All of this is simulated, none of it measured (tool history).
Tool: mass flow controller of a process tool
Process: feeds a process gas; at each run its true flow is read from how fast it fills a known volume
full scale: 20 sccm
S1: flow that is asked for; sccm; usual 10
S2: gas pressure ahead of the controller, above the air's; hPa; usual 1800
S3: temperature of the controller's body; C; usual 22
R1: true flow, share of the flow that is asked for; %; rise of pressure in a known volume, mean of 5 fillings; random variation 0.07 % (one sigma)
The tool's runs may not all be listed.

run 1 hour=0.0 | S1=10 S2=1800 S3=22 | R1=100.54
run 2 hour=83.8 | S1=10 S2=1800 S3=22 | R1=100.72
run 3 hour=186.2 | S1=10 S2=1800 S3=22 | R1=100.67
run 4 hour=258.7 | S1=10 S2=1800 S3=33 | R1=101.78
run 5 hour=373.5 | S1=10 S2=1800 S3=33 | R1=101.76
run 6 hour=434.0 | S1=10 S2=1800 S3=33 | R1=101.71
-- hour=445.4 controller's zero set anew
run 7 hour=535.6 | S1=10 S2=1800 S3=33 | R1=102.30
run 8 hour=599.1 | S1=10 S2=1800 S3=33 | R1=102.41
-- hour=659.6 controller's zero set anew, once more
run 9 hour=721.2 | S1=2 S2=1800 S3=34 | R1=100.44
run 10 hour=830.6 | S1=4 S2=1800 S3=28 | R1=99.99

The same runs without the tool's hidden state, with the same run-to-run variation:
The hidden state here: flow at rest that the sensor doesn't see, % of full scale; true flow over the shown one, %; drift of the gauge itself on true_pct, %.
run=1 R1=99.22
run=2 R1=99.37
run=3 R1=99.30
run=4 R1=100.38
run=5 R1=100.33
run=6 R1=100.26
run=7 R1=100.27
run=8 R1=100.36
run=9 R1=99.98
run=10 R1=99.52

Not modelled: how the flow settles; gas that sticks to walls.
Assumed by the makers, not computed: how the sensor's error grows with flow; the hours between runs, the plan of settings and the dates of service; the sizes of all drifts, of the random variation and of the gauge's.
